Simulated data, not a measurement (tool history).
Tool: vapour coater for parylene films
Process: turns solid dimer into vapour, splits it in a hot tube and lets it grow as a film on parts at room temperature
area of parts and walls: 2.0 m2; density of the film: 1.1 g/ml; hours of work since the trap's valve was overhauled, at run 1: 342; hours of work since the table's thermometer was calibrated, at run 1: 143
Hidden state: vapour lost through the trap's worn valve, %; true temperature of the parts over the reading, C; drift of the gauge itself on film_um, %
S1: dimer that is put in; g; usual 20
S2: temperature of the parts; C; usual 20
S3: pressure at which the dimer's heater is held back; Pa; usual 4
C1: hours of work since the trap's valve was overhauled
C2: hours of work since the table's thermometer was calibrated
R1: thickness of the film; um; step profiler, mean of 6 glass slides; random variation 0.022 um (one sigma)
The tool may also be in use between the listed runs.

run 1 hour=0 | S1=20 S2=20 S3=4 | C1=342 C2=143 | R1=4.5
run 2 hour=55 | S1=20 S2=20 S3=4 | C1=367 C2=168 | R1=4.46
run 3 hour=100.9 | S1=20 S2=20 S3=4 | C1=388 C2=189 | R1=4.42
run 4 hour=133.5 | S1=20 S2=20 S3=4 | C1=403 C2=205 | R1=4.47
run 5 hour=185.8 | S1=20 S2=20 S3=4 | C1=428 C2=229 | R1=4.42
run 6 hour=219.6 | S1=20 S2=20 S3=4 | C1=443 C2=245 | R1=4.44
run 7 hour=246.5 | S1=20 S2=20 S3=4 | C1=456 C2=257 | R1=4.44
-- hour=263.7 trap's valve overhauled
run 8 hour=302.9 | S1=21 S2=24 S3=8.05 | C1=18 C2=281 | R1=3.63
run 9 hour=338.5 | S1=22 S2=17 S3=4.38 | C1=35 C2=298 | R1=5.57
run 10 hour=392.3 | S1=20 S2=18 S3=5.57 | C1=60 C2=323 | R1=4.68
run 11 hour=429.2 | S1=20 S2=18 S3=5.57 | C1=77 C2=340 | R1=4.69
run 12 hour=475.6 | S1=18 S2=31 S3=5.57 | C1=98 C2=361 | R1=2.37
run 13 hour=530.8 | S1=18 S2=14 S3=5.57 | C1=124 C2=387 | R1=5.09

Forecast each of these 3 alternatives for the next run:
run A hour=558.6 | S1=14 S2=12 S3=5.57 | C1=137 C2=400 | R1=?
run B hour=558.6 | S1=20 S2=20 S3=11.9 | C1=137 C2=400 | R1=?
run C hour=558.6 | S1=12 S2=31 S3=3.12 | C1=137 C2=400 | R1=?

run=A R1=4.3
run=B R1=3.96
run=C R1=1.65
Without the tool's hidden state the same runs would have given:
run=A R1=4.38
run=B R1=4.03
run=C R1=1.67
